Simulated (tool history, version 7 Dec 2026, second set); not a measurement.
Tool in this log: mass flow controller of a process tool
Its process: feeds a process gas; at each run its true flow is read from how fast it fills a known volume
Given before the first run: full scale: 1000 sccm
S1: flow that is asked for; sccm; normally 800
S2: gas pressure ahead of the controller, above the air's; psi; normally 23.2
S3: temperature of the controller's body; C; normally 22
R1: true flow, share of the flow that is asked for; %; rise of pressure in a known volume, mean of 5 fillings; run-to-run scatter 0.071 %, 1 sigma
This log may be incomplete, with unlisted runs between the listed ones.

run,hour,S1,S2,S3,R1
1,0,800,23.2,22,99.89
2,73.7,800,23.2,22,99.81
3,165.2,800,23.2,39,100.92
4,282.6,800,23.2,22,99.92
5,368.7,800,23.2,22,99.86
6,461.6,800,25.8,22,99.75
7,548.8,800,25.8,22,99.73
8,609.4,800,25.8,22,99.83
9,683.3,800,23.2,22,99.84
10,770.5,800,23.2,22,99.98
11,886.8,800,23.2,22,99.84
12,959,800,23.2,22,100.03
13,1064.1,800,23.2,22,99.87
14,1172.9,800,23.2,22,99.88
15,1242.4,800,23.2,22,99.89
16,1312.1,800,23.2,22,99.91
17,1419.1,800,23.2,22,99.85
18,1537.1,800,23.2,22,99.94
19,1603.8,800,23.2,22,99.97
# hour 1613.5: controller's zero set anew
20,1689.7,800,27.4,34,100.53
21,1757.3,800,23.6,22,99.99
22,1873.7,201,23.2,23,100.98
23,1956.9,894,23.2,22,100.05
# hour 2000.7: controller's zero set anew, once more
24,2020.8,187,35.4,22,98.42
25,2076.4,187,24.1,22,98.88
26,2134,800,33.8,21,99.07
27,2252.5,800,33.8,21,98.96
28,2312.8,800,29.6,32,99.85
29,2394.5,292,35,22,98.54
30,2458.2,115,23.2,22,99.19
31,2540.9,295,25.5,31,99.49
32,2650.7,313,35.5,36,99.5
33,2761.2,800,20.6,23,99.63
34,2885.6,800,20.6,32,100.34
35,2972.1,300,23.2,22,99.24
36,3038.9,817,39.3,30,99.36
37,3155.2,817,39.3,30,99.12
38,3227.9,817,39.3,30,99.27

Subtracting, for every run, the result it would have given without the tool's unlogged condition from the measured result gives the following. The same run-to-run variation enters both numbers; the gauge's scatter may not:
What the log doesn't record here: flow at rest that the sensor doesn't see, % of full scale; true flow over the shown one, %; drift of the gauge itself on true_pct, %.
run,R1
1,+0.02
2,+0.02
3,+0.02
4,+0.02
5,+0.02
6,+0.02
7,+0.02
8,+0.02
9,+0.02
10,+0.02
11,+0.03
12,+0.03
13,+0.03
14,+0.03
15,+0.02
16,+0.03
17,+0.02
18,+0.02
19,+0.03
20,+0.1
21,+0.1
22,+1.61
23,+0.05
24,-0.35
25,-0.33
26,-0.4
27,-0.4
28,-0.4
29,-0.31
30,-0.06
31,-0.28
32,-0.28
33,-0.39
34,-0.39
35,-0.22
36,-0.39
37,-0.4
38,-0.4
